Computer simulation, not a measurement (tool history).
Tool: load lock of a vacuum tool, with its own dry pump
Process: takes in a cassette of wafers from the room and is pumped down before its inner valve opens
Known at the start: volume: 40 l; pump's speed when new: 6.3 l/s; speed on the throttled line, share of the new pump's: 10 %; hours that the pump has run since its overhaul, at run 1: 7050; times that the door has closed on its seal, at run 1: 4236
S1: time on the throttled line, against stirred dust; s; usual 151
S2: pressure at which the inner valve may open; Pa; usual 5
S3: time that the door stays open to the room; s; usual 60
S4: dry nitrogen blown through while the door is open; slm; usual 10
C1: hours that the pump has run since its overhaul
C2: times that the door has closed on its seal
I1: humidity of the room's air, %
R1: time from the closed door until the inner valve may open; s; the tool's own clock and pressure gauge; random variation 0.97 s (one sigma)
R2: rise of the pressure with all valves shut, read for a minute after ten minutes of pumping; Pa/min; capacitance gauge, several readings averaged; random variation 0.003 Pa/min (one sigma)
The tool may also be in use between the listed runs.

run    hour   S1  S2   S3  S4     C1     C2    I1     R1     R2
  1     0.0  151   5   60  10   7050   4236  44.1  199.9  0.038
  2   171.6  151   5   60  10   7222   4772  44.3  199.8  0.037
  3   360.2  151   5   60  10   7410   5362  47.4  201.0  0.038
  4   453.3  151   5   60  10   7503   5653  45.4  200.7  0.037
  5   550.2  151   6   60  10   7600   5955  42.3  199.3  0.035
  6   659.2  139   5   60  10   7709   6296  49.7  188.6  0.044
  7   819.1  139   5   60  10   7869   6796  46.4  187.7  0.043
  8  1003.9  139   5   60  10   8054   7374  41.1  190.5  0.039
  9  1163.8  151   4   60  10   8214   7874  45.7  201.9  0.039
 10  1340.6  151   4   60  10   8391   8426  47.6  199.7  0.043
 11  1542.6  151   5   60  10   8593   9058  46.7  199.9  0.033
 12  1707.9  151   5   60  10   8758   9574  45.9  198.9  0.040
 13  1813.6  151   5   60  10   8864   9905  43.6  198.5  0.040
 14  1939.4  151   5   60  10   8989  10298  42.7  199.8  0.031
 15  2076.3  151   5   60  10   9126  10726  46.1  199.2  0.040
 16  2201.6  151   5   60  10   9252  11118  43.5  199.1  0.036
 17  2373.3  151   5   60  10   9423  11654  47.5  201.1  0.035
 18  2542.8  151   5   36  10   9593  12184  45.9  199.4  0.030
 19  2697.2  151   5  157  13   9747  12667  44.1  199.3  0.059
 20  2891.8  151   5  157  13   9942  13275  45.4  200.7  0.060
 21  3016.2  233   5  157  13  10066  13664  44.5  274.4  0.060
 22  3204.4  151   7   65   5  10254  14252  50.1  197.4  0.054
 23  3354.9  239   5   48  10  10405  14723  44.9  278.8  0.034
 24  3502.2  239   5   48  10  10552  15183  42.5  279.0  0.035
 25  3620.4  151   5   44  10  10670  15553  43.3  200.3  0.034
 26  3792.9  151   6   93  10  10843  16092  44.5  200.3  0.053
 27  3946.1  107   5   51   7  10996  16571  46.5  160.8  0.041
 28  4075.9   77   7   28  10  11126  16977  47.9  129.6  0.026
 29  4253.9   77   7   28  10  11304  17533  48.8  130.2  0.023
 30  4349.6   78   7  166  30  11400  17832  45.3  131.8  0.048
 31  4468.5  151   5   91  10  11518  18204  44.3  199.0  0.042
 32  4614.9  122   9   60   8  11665  18662  50.0  168.5  0.041
 33  4700.3  298   5   54   8  11750  18929  45.0  331.8  0.040
 34  4842.7   79   5   60  10  11893  19374  41.8  134.7  0.032
 35  4994.4  232   6  117  17  12044  19848  46.0  271.5  0.046
 36  5077.1  232   6   45  31  12127  20107  48.8  270.8  0.026

5 ways to go on from here, each from the tool as it stands after run 36. What would each give?
  A  5238.2  151   5  201  10  12288  20610  46.9   ?   ?
  B  5238.2  232   6  173  11  12288  20610  45.8   ?   ?
  C  5238.2  187   5   60  20  12288  20610  45.8   ?   ?
  D  5238.2  151   7  126  10  12288  20610  46.8   ?   ?
  E  5238.2   95   9   45  31  12288  20610  43.0   ?   ?

run     R1     R2
  A  200.4  0.075
  B  272.4  0.064
  C  231.0  0.033
  D  197.8  0.055
  E  146.3  0.019
Without the tool's hidden state the same runs would have given:
run     R1     R2
  A  200.4  0.075
  B  272.4  0.063
  C  230.9  0.033
  D  197.8  0.055
  E  146.3  0.019
